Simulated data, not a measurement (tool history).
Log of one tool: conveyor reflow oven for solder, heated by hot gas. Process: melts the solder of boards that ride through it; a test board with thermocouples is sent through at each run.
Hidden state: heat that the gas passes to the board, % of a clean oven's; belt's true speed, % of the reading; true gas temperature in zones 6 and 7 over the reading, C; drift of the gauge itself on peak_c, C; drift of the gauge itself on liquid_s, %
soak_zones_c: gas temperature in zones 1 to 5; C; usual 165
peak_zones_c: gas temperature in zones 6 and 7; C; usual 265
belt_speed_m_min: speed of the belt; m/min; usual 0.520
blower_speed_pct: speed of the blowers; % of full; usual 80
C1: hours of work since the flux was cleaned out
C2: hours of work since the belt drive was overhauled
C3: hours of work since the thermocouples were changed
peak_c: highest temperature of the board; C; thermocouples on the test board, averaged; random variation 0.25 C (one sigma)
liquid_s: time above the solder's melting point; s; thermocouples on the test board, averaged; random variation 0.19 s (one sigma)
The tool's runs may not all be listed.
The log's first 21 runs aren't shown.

{"run": 22, "hour": 356.2, "soak_zones_c": 150, "peak_zones_c": 265, "belt_speed_m_min": 0.421, "blower_speed_pct": 67, "C1": 481, "C2": 423, "C3": 247, "peak_c": 252.4, "liquid_s": 78.5}
{"hour": 371.2, "done": "flux residue cleaned out of gas plates and filters"}
{"run": 23, "hour": 374.0, "soak_zones_c": 150, "peak_zones_c": 265, "belt_speed_m_min": 0.421, "blower_speed_pct": 67, "C1": 2, "C2": 430, "C3": 254, "peak_c": 253.8, "liquid_s": 81.0}
{"run": 24, "hour": 393.3, "soak_zones_c": 154, "peak_zones_c": 265, "belt_speed_m_min": 0.52, "blower_speed_pct": 87, "C1": 13, "C2": 442, "C3": 266, "peak_c": 253.1, "liquid_s": 65.8}
{"run": 25, "hour": 405.1, "soak_zones_c": 151, "peak_zones_c": 274, "belt_speed_m_min": 0.541, "blower_speed_pct": 87, "C1": 20, "C2": 449, "C3": 273, "peak_c": 260.3, "liquid_s": 66.8}
{"run": 26, "hour": 426.4, "soak_zones_c": 151, "peak_zones_c": 274, "belt_speed_m_min": 0.541, "blower_speed_pct": 87, "C1": 32, "C2": 461, "C3": 285, "peak_c": 260.2, "liquid_s": 66.7}
{"run": 27, "hour": 447.9, "soak_zones_c": 151, "peak_zones_c": 255, "belt_speed_m_min": 0.578, "blower_speed_pct": 87, "C1": 45, "C2": 474, "C3": 298, "peak_c": 240.2, "liquid_s": 46.5}
{"run": 28, "hour": 464.3, "soak_zones_c": 167, "peak_zones_c": 264, "belt_speed_m_min": 0.446, "blower_speed_pct": 80, "C1": 55, "C2": 483, "C3": 307, "peak_c": 255.4, "liquid_s": 85.4}
{"run": 29, "hour": 478.6, "soak_zones_c": 167, "peak_zones_c": 264, "belt_speed_m_min": 0.446, "blower_speed_pct": 80, "C1": 63, "C2": 492, "C3": 316, "peak_c": 255.5, "liquid_s": 85.8}
{"run": 30, "hour": 497.2, "soak_zones_c": 173, "peak_zones_c": 255, "belt_speed_m_min": 0.52, "blower_speed_pct": 87, "C1": 74, "C2": 503, "C3": 327, "peak_c": 246.0, "liquid_s": 67.1}

5 ways to go on from here, each from the tool as it stands after run 30. What would each give?
{"run": "A", "hour": 521.9, "soak_zones_c": 160, "peak_zones_c": 278, "belt_speed_m_min": 0.52, "blower_speed_pct": 80, "C1": 89, "C2": 517, "C3": 341, "peak_c": "?", "liquid_s": "?"}
{"run": "B", "hour": 521.9, "soak_zones_c": 165, "peak_zones_c": 265, "belt_speed_m_min": 0.6, "blower_speed_pct": 80, "C1": 89, "C2": 517, "C3": 341, "peak_c": "?", "liquid_s": "?"}
{"run": "C", "hour": 521.9, "soak_zones_c": 155, "peak_zones_c": 253, "belt_speed_m_min": 0.52, "blower_speed_pct": 89, "C1": 89, "C2": 517, "C3": 341, "peak_c": "?", "liquid_s": "?"}
{"run": "D", "hour": 521.9, "soak_zones_c": 165, "peak_zones_c": 270, "belt_speed_m_min": 0.553, "blower_speed_pct": 80, "C1": 89, "C2": 517, "C3": 341, "peak_c": "?", "liquid_s": "?"}
{"run": "E", "hour": 521.9, "soak_zones_c": 173, "peak_zones_c": 278, "belt_speed_m_min": 0.52, "blower_speed_pct": 58, "C1": 89, "C2": 517, "C3": 341, "peak_c": "?", "liquid_s": "?"}

run=A peak_c=264.0 liquid_s=74.8
run=B peak_c=248.4 liquid_s=54.3
run=C peak_c=242.6 liquid_s=56.8
run=D peak_c=255.2 liquid_s=66.0
run=E peak_c=258.8 liquid_s=74.4
Without the tool's hidden state the same runs would have given:
run=A peak_c=265.1 liquid_s=74.6
run=B peak_c=249.5 liquid_s=54.7
run=C peak_c=243.7 liquid_s=57.6
run=D peak_c=256.2 liquid_s=66.1
run=E peak_c=259.6 liquid_s=74.1
